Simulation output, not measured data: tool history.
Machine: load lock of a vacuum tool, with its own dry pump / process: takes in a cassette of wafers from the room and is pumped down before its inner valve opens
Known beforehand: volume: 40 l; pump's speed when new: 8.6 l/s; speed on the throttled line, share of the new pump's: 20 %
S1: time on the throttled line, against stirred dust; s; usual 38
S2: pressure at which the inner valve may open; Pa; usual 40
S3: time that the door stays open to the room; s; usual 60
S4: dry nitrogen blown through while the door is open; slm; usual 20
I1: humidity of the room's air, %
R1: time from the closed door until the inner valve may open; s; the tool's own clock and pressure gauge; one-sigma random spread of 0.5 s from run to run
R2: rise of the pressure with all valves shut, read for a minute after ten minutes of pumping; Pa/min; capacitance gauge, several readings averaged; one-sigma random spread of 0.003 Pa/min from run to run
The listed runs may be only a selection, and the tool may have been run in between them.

Run 1, hour 0.0: usual settings; I1 47.5. Result: R1 68.0 s, R2 0.175 Pa/min.
Run 2, hour 316.1: usual settings; I1 45.0. Result: R1 68.3 s, R2 0.193 Pa/min.
Run 3, hour 674.0: usual settings; I1 42.7. Result: R1 68.0 s, R2 0.222 Pa/min.
Run 4, hour 1036.1: usual settings; I1 45.2. Result: R1 70.0 s, R2 0.260 Pa/min.
Run 5, hour 1479.7: usual settings; I1 44.8. Result: R1 69.2 s, R2 0.295 Pa/min.
Run 6, hour 2003.3: usual settings; I1 45.0. Result: R1 70.9 s, R2 0.362 Pa/min.
At hour 2168.3: door's seal changed, seat wiped.
Run 7, hour 2524.4: usual settings; I1 42.9. Result: R1 70.0 s, R2 0.038 Pa/min.
Run 8, hour 3142.9: usual settings; I1 40.8. Result: R1 69.7 s, R2 0.058 Pa/min.
Run 9, hour 3816.9: usual settings but S2 45 Pa, S3 216 s; I1 45.9. Result: R1 69.9 s, R2 0.122 Pa/min.

Run 10 is up next; what results do you expect?
Run 10, hour 4210.9: usual settings but S2 33 Pa, S3 216 s; I1 43.5. Result: R1 ?, R2 ?.

{"run 10": {"R1": 72.2, "R2": 0.137}}
Take away the tool's hidden state, keep the run-to-run variation as it was, and the same run would have given R1 67.5 s, R2 0.067 Pa/min.

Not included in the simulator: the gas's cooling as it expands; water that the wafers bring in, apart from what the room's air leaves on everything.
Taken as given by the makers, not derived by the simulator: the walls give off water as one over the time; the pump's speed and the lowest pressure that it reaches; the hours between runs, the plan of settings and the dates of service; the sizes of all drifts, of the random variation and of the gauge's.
